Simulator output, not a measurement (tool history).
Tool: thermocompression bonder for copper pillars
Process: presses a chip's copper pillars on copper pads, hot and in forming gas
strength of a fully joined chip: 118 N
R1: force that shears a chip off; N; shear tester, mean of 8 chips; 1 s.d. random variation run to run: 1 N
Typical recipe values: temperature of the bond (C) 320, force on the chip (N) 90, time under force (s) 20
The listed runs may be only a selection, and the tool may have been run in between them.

Run 1, hour 0.0: usual settings. Result: R1 84.6 N.
Run 2, hour 7.2: usual settings. Result: R1 84.2 N.
Run 3, hour 20.2: usual settings. Result: R1 84.6 N.
Run 4, hour 27.6: usual settings but force on the chip (N) 68. Result: R1 71.9 N.
Run 5, hour 37.0: usual settings but force on the chip (N) 68. Result: R1 70.3 N.
Run 6, hour 47.2: usual settings. Result: R1 83.7 N.
Run 7, hour 57.5: usual settings. Result: R1 82.5 N.
Run 8, hour 65.3: usual settings but time under force (s) 17. Result: R1 79.5 N.
Run 9, hour 75.6: usual settings but time under force (s) 17. Result: R1 79.8 N.
Run 10, hour 86.6: usual settings but time under force (s) 15. Result: R1 74.5 N.
Run 11, hour 97.8: usual settings but time under force (s) 15. Result: R1 76.2 N.
Run 12, hour 104.4: usual settings but time under force (s) 17. Result: R1 77.1 N.
Run 13, hour 112.9: usual settings but time under force (s) 17. Result: R1 79.7 N.
Run 14, hour 121.0: usual settings but time under force (s) 17. Result: R1 78.3 N.
Run 15, hour 126.7: usual settings but time under force (s) 17. Result: R1 77.4 N.
Run 16, hour 135.7: usual settings but time under force (s) 17. Result: R1 78.2 N.
Run 17, hour 144.8: usual settings but time under force (s) 17. Result: R1 79.3 N.
Run 18, hour 154.0: usual settings but time under force (s) 17. Result: R1 77.3 N.
Run 19, hour 163.0: usual settings. Result: R1 78.9 N.
Run 20, hour 175.7: usual settings. Result: R1 81.1 N.
Run 21, hour 183.3: usual settings but force on the chip (N) 57. Result: R1 62.3 N.
Run 22, hour 192.6: usual settings but force on the chip (N) 57. Result: R1 61.3 N.
Run 23, hour 199.9: usual settings but force on the chip (N) 57, time under force (s) 46. Result: R1 77.7 N.
Run 24, hour 213.1: usual settings but temperature of the bond (C) 339, force on the chip (N) 101, time under force (s) 26. Result: R1 95.1 N.
Run 25, hour 226.4: usual settings but temperature of the bond (C) 327, force on the chip (N) 59. Result: R1 63.4 N.
Run 26, hour 232.1: usual settings but temperature of the bond (C) 325, force on the chip (N) 119, time under force (s) 31. Result: R1 97.5 N.
Run 27, hour 240.3: usual settings but temperature of the bond (C) 319. Result: R1 77.2 N.
Run 28, hour 251.7: usual settings but temperature of the bond (C) 319. Result: R1 75.0 N.
Run 29, hour 263.2: usual settings but temperature of the bond (C) 303, force on the chip (N) 126, time under force (s) 24. Result: R1 84.6 N.
Run 30, hour 273.1: usual settings but force on the chip (N) 123. Result: R1 88.3 N.
Run 31, hour 284.2: usual settings but temperature of the bond (C) 292, force on the chip (N) 123, time under force (s) 33. Result: R1 83.9 N.
Run 32, hour 289.8: usual settings but temperature of the bond (C) 292, force on the chip (N) 123, time under force (s) 33. Result: R1 85.8 N.
Run 33, hour 296.9: usual settings but temperature of the bond (C) 292, force on the chip (N) 123, time under force (s) 33. Result: R1 84.7 N.
Run 34, hour 304.9: usual settings but temperature of the bond (C) 335, force on the chip (N) 119, time under force (s) 26. Result: R1 96.0 N.
Run 35, hour 318.2: usual settings but temperature of the bond (C) 296, force on the chip (N) 77, time under force (s) 21. Result: R1 56.7 N.
Run 36, hour 325.5: usual settings but temperature of the bond (C) 296, force on the chip (N) 77, time under force (s) 21. Result: R1 57.8 N.
Run 37, hour 336.7: usual settings but temperature of the bond (C) 296, force on the chip (N) 77, time under force (s) 21. Result: R1 58.3 N.
Run 38, hour 349.0: usual settings but temperature of the bond (C) 329, force on the chip (N) 87, time under force (s) 22. Result: R1 78.6 N.

Run 39, settings as shown, results not yet in. Your forecast:
Run 39, hour 355.2: usual settings but temperature of the bond (C) 322, force on the chip (N) 80, time under force (s) 10. Result: R1 ?.

{"run 39": {"R1": 58.6}}
With no hidden state in the tool, this same run would have given R1 68.9 N.

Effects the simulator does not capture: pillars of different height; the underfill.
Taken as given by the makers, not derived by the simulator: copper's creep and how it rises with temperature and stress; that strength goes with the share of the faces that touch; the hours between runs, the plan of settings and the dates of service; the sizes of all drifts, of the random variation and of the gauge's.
